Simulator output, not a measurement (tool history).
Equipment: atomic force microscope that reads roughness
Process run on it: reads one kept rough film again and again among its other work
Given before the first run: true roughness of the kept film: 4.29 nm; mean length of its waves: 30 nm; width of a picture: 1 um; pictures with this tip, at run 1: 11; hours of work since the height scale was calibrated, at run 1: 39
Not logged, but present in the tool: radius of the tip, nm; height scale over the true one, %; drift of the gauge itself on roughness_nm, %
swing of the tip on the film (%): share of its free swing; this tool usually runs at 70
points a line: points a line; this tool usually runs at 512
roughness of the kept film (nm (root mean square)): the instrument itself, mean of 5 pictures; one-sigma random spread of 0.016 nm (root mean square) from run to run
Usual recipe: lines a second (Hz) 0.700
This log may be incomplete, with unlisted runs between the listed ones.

run,day,lines a second (Hz),swing of the tip on the film (%),points a line,pictures with this tip,hours of work since the height scale was calibrated,roughness of the kept film (nm (root mean square))
1,0.000,0.700,70,512,11,39,3.891
2,0.633,0.700,70,512,26,46,3.853
3,1.121,0.700,70,564,37,50,3.881
4,1.662,0.700,83,564,50,56,3.795
5,2.012,0.700,83,564,58,59,3.808
6,2.458,0.700,82,512,68,63,3.846
7,2.858,0.700,82,512,78,67,3.798
8,3.208,0.856,82,488,86,70,3.804

Run 9, settings as shown, results not yet in. Your forecast:
9,3.500,1.594,70,760,93,73,?

Run 9 yielded roughness of the kept film (nm (root mean square)) 3.812.
On a tool with no hidden condition, and with the same random variation, this run would have come out at roughness of the kept film (nm (root mean square)) 3.820.
